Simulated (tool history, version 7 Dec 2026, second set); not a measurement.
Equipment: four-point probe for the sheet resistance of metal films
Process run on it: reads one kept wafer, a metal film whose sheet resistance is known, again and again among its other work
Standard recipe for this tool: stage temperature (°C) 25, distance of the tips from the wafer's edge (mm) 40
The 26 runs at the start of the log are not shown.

run     day  stage temperature (°C)  distance of the tips from the wafer's edge (mm)  touches since the probe head was changed  hours of work since the stage's thermometer was calibrated  sheet resistance as the instrument gives it (ohm/square)
 27  28.262                      20                                                8                                     40790                                                         573                                                  5.932596
 28  29.504                      24                                               28                                     41924                                                         595                                                  5.868516
 29  30.442                      24                                               28                                     42783                                                         611                                                  5.868240
 30  31.942                      24                                               28                                     44154                                                         638                                                  5.869281
 31  33.025                      27                                               53                                     45145                                                         657                                                  5.856090
 32  34.271                      34                                               33                                     46283                                                         679                                                  5.825762
 33  35.483                      20                                                3                                     47390                                                         700                                                  6.212666
 34  36.379                      22                                               74                                     48212                                                         716                                                  5.874871
 35  37.388                      21                                               42                                     49132                                                         734                                                  5.879626

Run 36, settings as shown, results not yet in. Your forecast:
 36  38.629                      32                                               72                                     50266                                                         756                                                         ?

For run 36 the tool returned sheet resistance as the instrument gives it (ohm/square) 5.831372.
With the hidden condition absent and the run-to-run variation left alone, this run would have shown sheet resistance as the instrument gives it (ohm/square) 5.831074.
